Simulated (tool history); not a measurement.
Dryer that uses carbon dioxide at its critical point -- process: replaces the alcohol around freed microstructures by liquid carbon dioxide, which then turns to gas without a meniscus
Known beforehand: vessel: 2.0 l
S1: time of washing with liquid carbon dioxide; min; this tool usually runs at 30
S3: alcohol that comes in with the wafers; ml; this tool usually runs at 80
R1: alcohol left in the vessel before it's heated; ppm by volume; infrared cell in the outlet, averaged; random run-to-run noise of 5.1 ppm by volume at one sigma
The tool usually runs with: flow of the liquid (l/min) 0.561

run 1 hour=0 | S1=30 flow_of_the_liquid_(l/min)=0.561 S3=80 | R1=79
run 2 hour=12.9 | S1=30 flow_of_the_liquid_(l/min)=0.561 S3=80 | R1=75
run 3 hour=31 | S1=30 flow_of_the_liquid_(l/min)=0.561 S3=80 | R1=77
run 4 hour=45.7 | S1=30 flow_of_the_liquid_(l/min)=0.561 S3=80 | R1=78
run 5 hour=55.3 | S1=30 flow_of_the_liquid_(l/min)=0.561 S3=80 | R1=83
run 6 hour=70.8 | S1=30 flow_of_the_liquid_(l/min)=0.561 S3=80 | R1=84
run 7 hour=84.2 | S1=30 flow_of_the_liquid_(l/min)=0.561 S3=80 | R1=81
run 8 hour=99.8 | S1=30 flow_of_the_liquid_(l/min)=0.561 S3=80 | R1=75
run 9 hour=115.7 | S1=30 flow_of_the_liquid_(l/min)=0.488 S3=80 | R1=174
run 10 hour=124.6 | S1=30 flow_of_the_liquid_(l/min)=0.561 S3=80 | R1=90
run 11 hour=134.4 | S1=30 flow_of_the_liquid_(l/min)=0.561 S3=93 | R1=103
run 12 hour=143.1 | S1=30 flow_of_the_liquid_(l/min)=0.561 S3=93 | R1=96
run 13 hour=156.3 | S1=30 flow_of_the_liquid_(l/min)=0.561 S3=93 | R1=100
run 14 hour=167.2 | S1=30 flow_of_the_liquid_(l/min)=0.561 S3=93 | R1=98
run 15 hour=182.1 | S1=30 flow_of_the_liquid_(l/min)=0.561 S3=80 | R1=106
run 16 hour=196.3 | S1=30 flow_of_the_liquid_(l/min)=0.561 S3=80 | R1=101
run 17 hour=216.9 | S1=30 flow_of_the_liquid_(l/min)=0.561 S3=80 | R1=94
run 18 hour=231.8 | S1=25 flow_of_the_liquid_(l/min)=0.561 S3=80 | R1=226
run 19 hour=251.3 | S1=25 flow_of_the_liquid_(l/min)=0.561 S3=80 | R1=227
run 20 hour=266.4 | S1=30 flow_of_the_liquid_(l/min)=0.561 S3=80 | R1=95
run 21 hour=277.5 | S1=30 flow_of_the_liquid_(l/min)=0.561 S3=80 | R1=104
run 22 hour=293.3 | S1=30 flow_of_the_liquid_(l/min)=0.561 S3=80 | R1=97
run 23 hour=307.6 | S1=30 flow_of_the_liquid_(l/min)=0.561 S3=80 | R1=102
run 24 hour=321 | S1=30 flow_of_the_liquid_(l/min)=0.561 S3=80 | R1=108
run 25 hour=340.5 | S1=30 flow_of_the_liquid_(l/min)=0.561 S3=80 | R1=111
run 26 hour=356 | S1=21 flow_of_the_liquid_(l/min)=0.786 S3=103 | R1=147
run 27 hour=375.4 | S1=44 flow_of_the_liquid_(l/min)=0.786 S3=27 | R1=44
run 28 hour=391.3 | S1=30 flow_of_the_liquid_(l/min)=0.64 S3=53 | R1=56
run 29 hour=404.3 | S1=29 flow_of_the_liquid_(l/min)=0.561 S3=80 | R1=139
run 30 hour=416.6 | S1=30 flow_of_the_liquid_(l/min)=0.561 S3=91 | R1=119
run 31 hour=429.8 | S1=30 flow_of_the_liquid_(l/min)=0.561 S3=91 | R1=136
run 32 hour=449.8 | S1=30 flow_of_the_liquid_(l/min)=0.561 S3=91 | R1=132
run 33 hour=462.4 | S1=30 flow_of_the_liquid_(l/min)=0.561 S3=91 | R1=133
run 34 hour=476.1 | S1=30 flow_of_the_liquid_(l/min)=0.403 S3=28 | R1=200
run 35 hour=491 | S1=30 flow_of_the_liquid_(l/min)=0.403 S3=28 | R1=210
run 36 hour=504.4 | S1=37 flow_of_the_liquid_(l/min)=0.655 S3=115 | R1=55
run 37 hour=519.2 | S1=22 flow_of_the_liquid_(l/min)=0.952 S3=60 | R1=55
run 38 hour=531.2 | S1=22 flow_of_the_liquid_(l/min)=0.952 S3=60 | R1=70
run 39 hour=543.7 | S1=44 flow_of_the_liquid_(l/min)=0.513 S3=37 | R1=48
run 40 hour=553.6 | S1=44 flow_of_the_liquid_(l/min)=0.513 S3=37 | R1=55
run 41 hour=565 | S1=47 flow_of_the_liquid_(l/min)=0.513 S3=36 | R1=45
run 42 hour=578.2 | S1=47 flow_of_the_liquid_(l/min)=0.513 S3=36 | R1=52
run 43 hour=591.4 | S1=47 flow_of_the_liquid_(l/min)=0.513 S3=36 | R1=47
run 44 hour=601.8 | S1=20 flow_of_the_liquid_(l/min)=0.688 S3=112 | R1=418
run 45 hour=610.9 | S1=27 flow_of_the_liquid_(l/min)=0.43 S3=45 | R1=383
-- hour=613.8 inlet filter changed
run 46 hour=622.3 | S1=48 flow_of_the_liquid_(l/min)=0.59 S3=21 | R1=53
run 47 hour=632.8 | S1=21 flow_of_the_liquid_(l/min)=0.55 S3=22 | R1=174

Alternative continuations, all from the tool just after run 47; predict every row:
run A hour=642.8 | S1=33 flow_of_the_liquid_(l/min)=0.55 S3=73 | R1=?
run B hour=642.8 | S1=30 flow_of_the_liquid_(l/min)=0.921 S3=74 | R1=?
run C hour=642.8 | S1=30 flow_of_the_liquid_(l/min)=0.557 S3=80 | R1=?
run D hour=642.8 | S1=30 flow_of_the_liquid_(l/min)=0.929 S3=40 | R1=?

run=A R1=82
run=B R1=55
run=C R1=105
run=D R1=55
Had the tool no hidden state, the same runs would have come out as:
run=A R1=31
run=B R1=5
run=C R1=54
run=D R1=6
